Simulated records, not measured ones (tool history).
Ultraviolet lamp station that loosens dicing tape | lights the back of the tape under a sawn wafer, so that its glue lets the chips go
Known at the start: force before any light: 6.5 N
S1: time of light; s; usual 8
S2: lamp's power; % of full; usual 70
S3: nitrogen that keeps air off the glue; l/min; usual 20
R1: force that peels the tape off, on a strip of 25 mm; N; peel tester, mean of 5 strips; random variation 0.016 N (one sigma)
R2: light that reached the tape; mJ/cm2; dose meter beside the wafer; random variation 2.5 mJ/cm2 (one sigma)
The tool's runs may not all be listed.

run,hour,S1,S2,S3,R1,R2
1,0.0,8,70,20,0.804,291
2,54.7,8,70,20,0.819,286
3,97.6,8,70,20,0.843,291
4,156.2,8,70,20,0.894,283
5,236.9,8,70,20,0.929,275
6,294.1,8,70,20,0.955,265
7,358.7,8,88,20,0.637,332
8,425.1,8,70,20,1.021,262
9,469.0,8,70,20,1.046,257
10,531.1,8,60,20,1.345,212
11,609.8,11,70,20,0.640,338
12,687.7,15,70,20,0.376,446
13,764.5,15,78,20,0.287,493
14,813.3,8,70,10,1.785,229
15,878.7,8,75,10,1.704,242
16,951.7,8,75,10,1.776,236
# hour 960.7: window cleaned of glue's vapour
17,1004.5,8,75,10,1.394,282
18,1061.0,8,83,13,1.052,303
19,1130.7,8,70,6,2.054,251
20,1200.9,7,70,20,1.357,213
21,1251.3,4,71,20,2.731,125
22,1285.4,5,70,20,2.195,146
23,1361.6,4,70,29,2.492,116
24,1416.8,14,70,22,0.423,397

Forecast run 25:
25,1485.1,14,70,22,?,?

{"run 25": {"R1": 0.439, "R2": 384}}
Without the tool's hidden state the same run would have given R1 0.238 N, R2 534 mJ/cm2.
